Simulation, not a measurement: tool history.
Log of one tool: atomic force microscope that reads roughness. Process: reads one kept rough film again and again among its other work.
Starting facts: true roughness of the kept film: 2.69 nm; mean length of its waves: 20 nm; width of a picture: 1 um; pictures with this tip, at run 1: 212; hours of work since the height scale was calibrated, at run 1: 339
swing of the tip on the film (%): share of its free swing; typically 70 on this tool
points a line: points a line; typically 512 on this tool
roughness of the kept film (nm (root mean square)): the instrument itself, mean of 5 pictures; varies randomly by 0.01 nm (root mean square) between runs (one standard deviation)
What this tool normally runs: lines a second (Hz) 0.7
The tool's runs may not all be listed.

run	hour	lines a second (Hz)	swing of the tip on the film (%)	points a line	pictures with this tip	hours of work since the height scale was calibrated	roughness of the kept film (nm (root mean square))
1	0	0.7	70	512	212	339	2.103
2	15.7	0.7	70	537	242	349	2.079
3	34.2	0.891	70	537	277	360	2.06
4	52.4	0.891	70	537	311	370	2.023
5	62.4	0.891	70	537	331	376	1.98
6	74.5	0.891	70	537	354	383	1.972
7	86.8	2.07	70	512	377	391	1.916
# hour 88.8: new tip fitted
8	102.5	2.07	70	512	26	400	2.206
9	121.9	2.07	70	512	63	411	2.165
10	145.2	0.7	87	512	107	425	2.146
11	163.6	0.7	87	512	142	436	2.116
12	173.4	0.7	70	417	161	441	2.136
13	194.2	0.7	57	417	200	454	2.109
14	207.2	0.7	57	417	225	461	2.075
15	221	1.579	58	417	251	470	2.034
16	232	1.579	58	417	272	476	2.018
17	255.2	1.917	85	547	316	490	1.832
18	274.3	0.715	62	512	353	501	1.954
# hour 290.6: new tip fitted
19	296.4	0.7	68	703	11	514	2.332

4 ways to go on from here, each from the tool as it stands after run 19. What would each give?
A	317	3.766	70	512	50	526	?
B	317	1.972	66	407	50	526	?
C	317	0.592	80	558	50	526	?
D	317	1.266	63	334	50	526	?

run	roughness of the kept film (nm (root mean square))
A	2.107
B	2.181
C	2.232
D	2.223
With no hidden state in the tool, these same runs would have given:
run	roughness of the kept film (nm (root mean square))
A	2.162
B	2.237
C	2.29
D	2.28
